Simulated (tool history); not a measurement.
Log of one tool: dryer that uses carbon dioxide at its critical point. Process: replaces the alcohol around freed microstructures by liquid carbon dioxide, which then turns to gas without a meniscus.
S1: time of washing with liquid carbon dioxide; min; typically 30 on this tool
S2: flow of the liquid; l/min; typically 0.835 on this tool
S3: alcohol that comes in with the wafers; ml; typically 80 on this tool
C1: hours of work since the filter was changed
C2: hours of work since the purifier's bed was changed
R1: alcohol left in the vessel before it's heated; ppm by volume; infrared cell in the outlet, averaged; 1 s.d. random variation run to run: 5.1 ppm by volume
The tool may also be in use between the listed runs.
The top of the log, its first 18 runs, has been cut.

{"run": 19, "hour": 596.1, "S1": 30, "S2": 0.746, "S3": 80, "C1": 264, "C2": 638, "R1": 341}
{"run": 20, "hour": 625.4, "S1": 30, "S2": 0.746, "S3": 80, "C1": 283, "C2": 657, "R1": 350}
{"run": 21, "hour": 644.1, "S1": 31, "S2": 1.363, "S3": 61, "C1": 294, "C2": 669, "R1": 105}
{"run": 22, "hour": 686.5, "S1": 41, "S2": 0.745, "S3": 81, "C1": 321, "C2": 696, "R1": 173}
{"hour": 710.7, "done": "inlet filter changed"}
{"run": 23, "hour": 723.1, "S1": 41, "S2": 0.745, "S3": 81, "C1": 8, "C2": 718, "R1": 129}
{"run": 24, "hour": 742.2, "S1": 41, "S2": 0.745, "S3": 81, "C1": 20, "C2": 730, "R1": 132}
{"run": 25, "hour": 769.9, "S1": 30, "S2": 1.128, "S3": 40, "C1": 38, "C2": 748, "R1": 122}
{"run": 26, "hour": 799.8, "S1": 22, "S2": 0.645, "S3": 38, "C1": 57, "C2": 767, "R1": 534}
{"run": 27, "hour": 841.5, "S1": 22, "S2": 0.645, "S3": 38, "C1": 83, "C2": 793, "R1": 546}
{"run": 28, "hour": 873.8, "S1": 25, "S2": 0.808, "S3": 93, "C1": 103, "C2": 814, "R1": 422}
{"run": 29, "hour": 905.5, "S1": 25, "S2": 1.392, "S3": 60, "C1": 124, "C2": 834, "R1": 137}
{"run": 30, "hour": 940.0, "S1": 30, "S2": 1.021, "S3": 30, "C1": 145, "C2": 856, "R1": 144}
{"run": 31, "hour": 964.0, "S1": 30, "S2": 1.021, "S3": 30, "C1": 161, "C2": 871, "R1": 145}
{"run": 32, "hour": 994.5, "S1": 30, "S2": 1.021, "S3": 30, "C1": 180, "C2": 890, "R1": 154}
{"run": 33, "hour": 1027.9, "S1": 23, "S2": 0.893, "S3": 65, "C1": 201, "C2": 912, "R1": 391}
{"run": 34, "hour": 1071.0, "S1": 23, "S2": 1.026, "S3": 29, "C1": 228, "C2": 939, "R1": 223}
{"hour": 1094.8, "done": "purifier's bed changed"}
{"run": 35, "hour": 1116.1, "S1": 23, "S2": 1.026, "S3": 29, "C1": 255, "C2": 13, "R1": 82}
{"run": 36, "hour": 1140.4, "S1": 23, "S2": 0.835, "S3": 37, "C1": 271, "C2": 29, "R1": 210}
{"run": 37, "hour": 1180.6, "S1": 28, "S2": 0.835, "S3": 80, "C1": 296, "C2": 54, "R1": 231}
{"run": 38, "hour": 1213.2, "S1": 28, "S2": 0.835, "S3": 80, "C1": 317, "C2": 75, "R1": 228}
{"hour": 1243.0, "done": "inlet filter changed"}
{"run": 39, "hour": 1248.6, "S1": 28, "S2": 1.183, "S3": 59, "C1": 4, "C2": 97, "R1": 39}
{"run": 40, "hour": 1281.7, "S1": 28, "S2": 1.183, "S3": 59, "C1": 25, "C2": 118, "R1": 35}

Forecast each of these 3 alternatives for the next run:
{"run": "A", "hour": 1300.0, "S1": 26, "S2": 1.183, "S3": 27, "C1": 36, "C2": 129, "R1": "?"}
{"run": "B", "hour": 1300.0, "S1": 38, "S2": 1.208, "S3": 38, "C1": 36, "C2": 129, "R1": "?"}
{"run": "C", "hour": 1300.0, "S1": 28, "S2": 0.57, "S3": 59, "C1": 36, "C2": 129, "R1": "?"}

run=A R1=30
run=B R1=27
run=C R1=443
With no hidden state in the tool, these same runs would have given:
run=A R1=8
run=B R1=6
run=C R1=387
